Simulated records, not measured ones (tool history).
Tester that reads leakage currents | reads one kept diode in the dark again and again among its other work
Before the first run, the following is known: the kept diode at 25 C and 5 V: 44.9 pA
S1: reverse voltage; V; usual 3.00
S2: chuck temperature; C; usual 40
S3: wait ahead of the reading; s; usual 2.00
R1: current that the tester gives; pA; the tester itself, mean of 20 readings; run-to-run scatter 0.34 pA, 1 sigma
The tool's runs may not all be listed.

run	day	S1	S2	S3	R1
1	0.000	3.00	40	2.00	108.13
2	3.325	3.00	40	2.00	108.55
3	5.354	3.00	28	2.00	47.49
4	8.821	3.00	28	2.00	47.21
# day 9.433: chuck's temperature calibrated
5	11.592	10.37	40	2.00	173.28
6	13.696	1.80	52	7.30	206.58
7	15.929	1.80	25	7.30	33.22
8	17.438	1.80	25	7.30	33.16
9	20.517	1.80	25	7.30	33.17
10	23.896	3.00	43	1.07	137.53

Predict each of these 4 candidate next runs independently; none follows another, all start after run 10:
A	27.254	4.22	43	7.07	?
B	27.254	1.19	30	0.89	?
C	27.254	3.00	21	0.70	?
D	27.254	3.00	48	2.00	?

run	R1
A	154.16
B	41.40
C	31.28
D	188.63
Without the tool's unlogged condition, the same runs would have read:
run	R1
A	152.39
B	40.92
C	29.99
D	187.40
